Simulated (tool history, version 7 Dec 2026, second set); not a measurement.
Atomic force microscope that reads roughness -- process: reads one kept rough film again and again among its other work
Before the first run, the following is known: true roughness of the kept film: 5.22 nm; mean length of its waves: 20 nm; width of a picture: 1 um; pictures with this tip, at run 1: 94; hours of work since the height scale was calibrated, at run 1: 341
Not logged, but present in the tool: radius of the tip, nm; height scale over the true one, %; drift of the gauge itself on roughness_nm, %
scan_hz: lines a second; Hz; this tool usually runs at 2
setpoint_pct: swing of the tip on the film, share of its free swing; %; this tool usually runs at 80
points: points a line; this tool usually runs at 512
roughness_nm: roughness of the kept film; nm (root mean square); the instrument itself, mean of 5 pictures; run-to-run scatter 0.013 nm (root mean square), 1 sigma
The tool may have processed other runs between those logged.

| run | hour | scan_hz | setpoint_pct | points | pictures with this tip | hours of work since the height scale was calibrated | roughness_nm |
|---|---|---|---|---|---|---|---|
| 1 | 0 | 2 | 80 | 512 | 94 | 341 | 2.262 |
| 2 | 10.1 | 2 | 80 | 512 | 111 | 348 | 2.14 |
| 3 | 24 | 2 | 80 | 512 | 134 | 358 | 2.025 |
| 4 | 37.6 | 2 | 80 | 512 | 156 | 367 | 1.906 |
| 5 | 61.7 | 0.52 | 80 | 512 | 196 | 383 | 1.875 |
|  | 73 | new tip fitted |
| 6 | 77.4 | 0.52 | 80 | 512 | 7 | 394 | 3.257 |
| 7 | 94.6 | 0.52 | 80 | 512 | 35 | 406 | 2.97 |
| 8 | 109.1 | 0.52 | 80 | 512 | 59 | 415 | 2.744 |
| 9 | 123.6 | 3.2 | 55 | 763 | 83 | 425 | 2.512 |
| 10 | 135.2 | 3.2 | 55 | 763 | 102 | 433 | 2.36 |
| 11 | 150.9 | 1.86 | 65 | 628 | 128 | 444 | 2.206 |
| 12 | 169.6 | 1.3 | 63 | 510 | 159 | 457 | 2.055 |
| 13 | 193.9 | 1.3 | 63 | 510 | 199 | 473 | 1.868 |
|  | 202.5 | new tip fitted |
| 14 | 216.7 | 3.34 | 58 | 836 | 23 | 488 | 3.005 |
| 15 | 230.1 | 1.3 | 55 | 547 | 45 | 498 | 2.894 |

Each row is a separate what-if for the run after 15, all from the same tool condition, not one after another. Results?
| A | 241.3 | 3.89 | 70 | 917 | 63 | 505 | ? |
| B | 241.3 | 1.56 | 87 | 547 | 63 | 505 | ? |
| C | 241.3 | 1.22 | 59 | 309 | 63 | 505 | ? |

| run | roughness_nm |
|---|---|
| A | 2.468 |
| B | 2.469 |
| C | 2.637 |
Stripped of hidden state, with their random variation kept, the same runs would have yielded:
| run | roughness_nm |
|---|---|
| A | 3.056 |
| B | 3.056 |
| C | 3.265 |
